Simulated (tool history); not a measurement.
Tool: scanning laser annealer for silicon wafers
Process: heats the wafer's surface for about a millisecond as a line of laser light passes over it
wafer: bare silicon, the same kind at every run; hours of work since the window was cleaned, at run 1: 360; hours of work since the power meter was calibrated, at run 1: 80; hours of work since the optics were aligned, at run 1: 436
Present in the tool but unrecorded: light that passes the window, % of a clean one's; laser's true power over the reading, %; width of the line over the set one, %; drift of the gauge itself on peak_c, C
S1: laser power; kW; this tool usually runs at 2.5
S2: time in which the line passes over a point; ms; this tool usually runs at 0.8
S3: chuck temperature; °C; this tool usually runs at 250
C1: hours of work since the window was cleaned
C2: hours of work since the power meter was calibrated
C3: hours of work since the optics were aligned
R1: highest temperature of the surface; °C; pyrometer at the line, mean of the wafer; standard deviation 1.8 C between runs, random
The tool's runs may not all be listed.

run   hour     S1     S2   S3   C1   C2   C3    R1
  1      0    2.5    0.8  250  360   80  436   994
  2    7.6    2.5    0.8  250  366   86  442   991
  3   12.9    2.5    0.8  250  370   90  446   991
  4   18.6    2.5    0.8  250  374   94  450   991
  5   31.6    2.5  0.668  250  383  104  460   935
  6     39  2.691  0.668  250  389  109  465  1002
  7   44.2    2.5    0.8  250  393  113  469   990
  8   54.3    2.5    0.8  250  400  121  477   990
  9   62.5   2.68    0.8  250  406  127  483  1059
 10   71.8   2.68    0.8  250  413  134  490  1056
 11   80.1    2.5    0.8  250  419  140  496   989
 12   91.5    2.5    0.8  250  428  148  504   989
 13   97.4    2.5    0.8  250  432  152  508   986
 14  106.4    2.5    0.8  250  439  159  515   990
 15  115.8    2.5  0.765  253  446  166  522   977
 16  122.1  2.746  0.677  250  450  171  527  1018
 17  132.3  2.665  0.567  221  458  178  534   904
 18  140.6  2.665  0.567  221  464  184  540   904
 19  148.2  2.665  0.567  221  470  190  546   905
 20  155.6  2.233  0.886  241  475  195  551   905
 21  161.3  2.495  0.886  247  479  200  556  1014
 22  169.4  2.227  0.886  218  485  206  562   882
 23  178.4    2.5  0.731  245  492  212  568   949
 24  187.6  2.253  0.731  257  499  219  575   873
 25  199.1  2.253  0.731  257  507  228  584   872
 26  204.9  2.198  0.763  236  511  232  588   843

4 ways to go on from here, each from the tool as it stands after run 26. What would each give?
  A  217.4  2.265   0.88  226  521  241  597   ?
  B  217.4  2.144  0.725  250  521  241  597   ?
  C  217.4  2.208  0.569  221  521  241  597   ?
  D  217.4  2.408  0.763  268  521  241  597   ?

run   R1
  A  901
  B  823
  C  755
  D  952
Take away the tool's hidden state, keep each run's random variation, and the runs would have read:
run   R1
  A  932
  B  850
  C  780
  D  983
